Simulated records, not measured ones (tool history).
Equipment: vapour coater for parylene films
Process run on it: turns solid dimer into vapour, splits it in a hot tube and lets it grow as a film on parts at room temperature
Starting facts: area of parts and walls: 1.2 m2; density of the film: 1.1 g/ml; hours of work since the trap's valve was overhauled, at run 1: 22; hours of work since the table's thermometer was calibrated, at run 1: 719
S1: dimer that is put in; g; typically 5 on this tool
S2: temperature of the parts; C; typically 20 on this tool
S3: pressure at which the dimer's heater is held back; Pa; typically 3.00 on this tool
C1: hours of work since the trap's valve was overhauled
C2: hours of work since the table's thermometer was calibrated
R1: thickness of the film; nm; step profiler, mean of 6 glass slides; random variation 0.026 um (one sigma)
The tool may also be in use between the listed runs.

run	hour	S1	S2	S3	C1	C2	R1
1	0.0	5	20	3.00	22	719	2680
2	33.5	5	20	3.00	38	734	2710
3	59.6	5	20	3.00	50	746	2680
4	100.9	5	20	3.00	69	765	2730
5	118.4	5	20	3.00	77	774	2660
6	160.6	5	20	3.00	97	793	2670
7	201.9	5	20	3.00	116	812	2720
8	226.1	5	14	3.00	127	824	3260
9	249.2	5	14	3.00	138	834	3330
10	268.8	5	14	2.12	147	843	3460
11	299.1	5	14	2.12	161	858	3500
12	328.3	5	28	2.12	175	871	2150
13	353.9	5	20	3.00	187	883	2670
14	394.1	5	20	3.00	205	902	2660
15	425.7	3	28	3.01	220	916	1210
16	457.9	8	20	9.47	235	931	3460
# hour 465.4: trap's valve overhauled
17	479.9	5	13	2.14	7	940	3510
18	520.7	5	13	2.14	26	959	3490
19	546.0	5	13	10.98	37	970	2610
20	586.8	3	13	3.32	56	989	1930
# hour 618.3: trap's valve overhauled, once more
21	623.5	4	25	5.52	2	1004	1700
22	662.7	5	12	3.00	21	1023	3570
23	694.8	8	31	5.97	35	1038	2670
24	729.1	8	31	5.97	51	1053	2650
25	761.3	8	17	2.07	66	1068	5180

How would selected steps in R1 from run to run divide? Give the signed amount a tool lacking its hidden state would still show from settings, what came in and random variation, and the signed amount left for the hidden state, including any gauge scatter that is not in both of the compared results.
What the log doesn't record here: vapour lost through the trap's worn valve, %; true temperature of the parts over the reading, C; drift of the gauge itself on film_um, %.
Run 15 -> 16: S1 3 -> 8, S2 28 -> 20, S3 3.01 -> 9.47. R1 +2250 nm: hidden state -40, all else +2290.
Run 16 -> 17: S1 8 -> 5, S2 20 -> 13, S3 9.47 -> 2.14, trap's valve overhauled. R1 +50 nm: hidden state -80, all else +130.
Run 20 -> 21: S1 3 -> 4, S2 13 -> 25, S3 3.32 -> 5.52, trap's valve overhauled, once more. R1 -230 nm: hidden state +120, all else -350.
Run 24 -> 25: S2 31 -> 17, S3 5.97 -> 2.07. R1 +2530 nm: hidden state +10, all else +2520.
